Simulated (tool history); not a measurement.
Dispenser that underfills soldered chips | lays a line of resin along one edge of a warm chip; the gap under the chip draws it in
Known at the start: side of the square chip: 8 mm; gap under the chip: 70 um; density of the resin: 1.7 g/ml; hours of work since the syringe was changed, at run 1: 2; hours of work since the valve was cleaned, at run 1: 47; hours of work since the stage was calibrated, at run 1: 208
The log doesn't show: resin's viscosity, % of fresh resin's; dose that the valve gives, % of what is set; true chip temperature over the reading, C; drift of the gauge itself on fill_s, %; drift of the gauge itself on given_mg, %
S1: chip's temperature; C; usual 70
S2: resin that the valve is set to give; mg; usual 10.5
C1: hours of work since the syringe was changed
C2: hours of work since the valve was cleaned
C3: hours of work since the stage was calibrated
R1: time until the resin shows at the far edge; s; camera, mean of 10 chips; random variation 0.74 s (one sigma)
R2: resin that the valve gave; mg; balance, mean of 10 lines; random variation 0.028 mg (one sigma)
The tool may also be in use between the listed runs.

run,hour,S1,S2,C1,C2,C3,R1,R2
1,0.0,70,10.5,2,47,208,83.0,10.10
2,4.2,70,10.5,5,49,211,89.0,10.13
3,10.6,72,10.5,9,53,215,96.4,10.07
# hour 14.6: new syringe of resin
4,14.6,72,10.5,0,56,217,62.8,10.08
5,21.2,72,10.5,4,60,221,76.5,10.10
# hour 24.1: dispensing valve cleaned and set on the balance
6,29.6,70,10.5,9,3,226,103.2,10.47
# hour 33.7: new syringe of resin
7,36.2,70,10.5,2,7,230,77.5,10.43
8,40.4,70,12.9,4,10,232,85.9,12.85
9,46.5,70,12.9,8,14,236,98.8,12.81
# hour 52.1: new syringe of resin
10,52.7,70,9.9,0,18,240,76.9,9.82
11,58.9,70,10.5,4,22,244,86.4,10.38
12,66.4,70,10.5,9,26,248,102.6,10.29
# hour 70.5: new syringe of resin
13,73.2,70,10.5,2,30,252,77.4,10.36
14,78.4,70,10.5,5,34,256,90.5,10.31
15,83.7,70,10.5,8,37,259,103.4,10.21
# hour 88.7: new syringe of resin
16,91.2,70,10.5,2,41,264,79.4,10.19
17,94.8,70,10.5,4,44,266,88.4,10.19
18,99.2,70,10.5,7,46,269,99.0,10.11
19,105.3,70,10.5,10,50,272,113.7,10.16
# hour 107.1: new syringe of resin
20,109.1,59,12.5,1,53,275,145.3,12.10
21,116.6,71,10.9,6,57,279,88.2,10.52
22,120.7,82,10.3,9,60,282,54.5,9.91
# hour 123.8: dispensing valve cleaned and set on the balance
# hour 126.4: new syringe of resin
23,127.7,77,13.5,1,2,286,50.9,13.57
24,133.9,70,9.5,5,6,289,92.6,9.49
25,140.7,70,9.5,9,10,294,107.9,9.46
# hour 144.5: new syringe of resin
26,146.5,70,11.1,1,14,297,77.6,11.00
27,153.3,70,11.1,6,18,302,93.0,11.01
28,159.5,70,11.4,9,22,305,107.3,11.26
# hour 163.2: new syringe of resin
29,165.0,70,11.4,1,25,309,77.0,11.24
30,169.8,70,11.4,4,28,312,88.1,11.22
31,178.2,70,11.4,9,34,317,109.8,11.19
# hour 181.3: new syringe of resin
32,182.0,66,9.0,0,36,319,106.9,8.81
33,189.4,81,10.2,5,41,324,53.2,9.98
34,197.2,81,10.2,10,45,329,65.5,9.90
# hour 199.9: new syringe of resin
35,205.1,81,10.2,3,50,333,48.0,9.86
36,211.7,72,10.9,7,54,338,89.8,10.51

Forecast each of these 4 alternatives for the next run:
A,216.8,70,10.7,11,58,341,?,?
B,216.8,70,12.0,11,58,341,?,?
C,216.8,72,10.0,11,58,341,?,?
D,216.8,70,13.0,11,58,341,?,?

run,R1,R2
A,114.2,10.33
B,111.8,11.62
C,104.2,9.70
D,113.2,12.48
Without the tool's hidden state the same runs would have given:
run,R1,R2
A,66.2,10.71
B,65.1,12.04
C,60.4,10.06
D,66.2,12.94
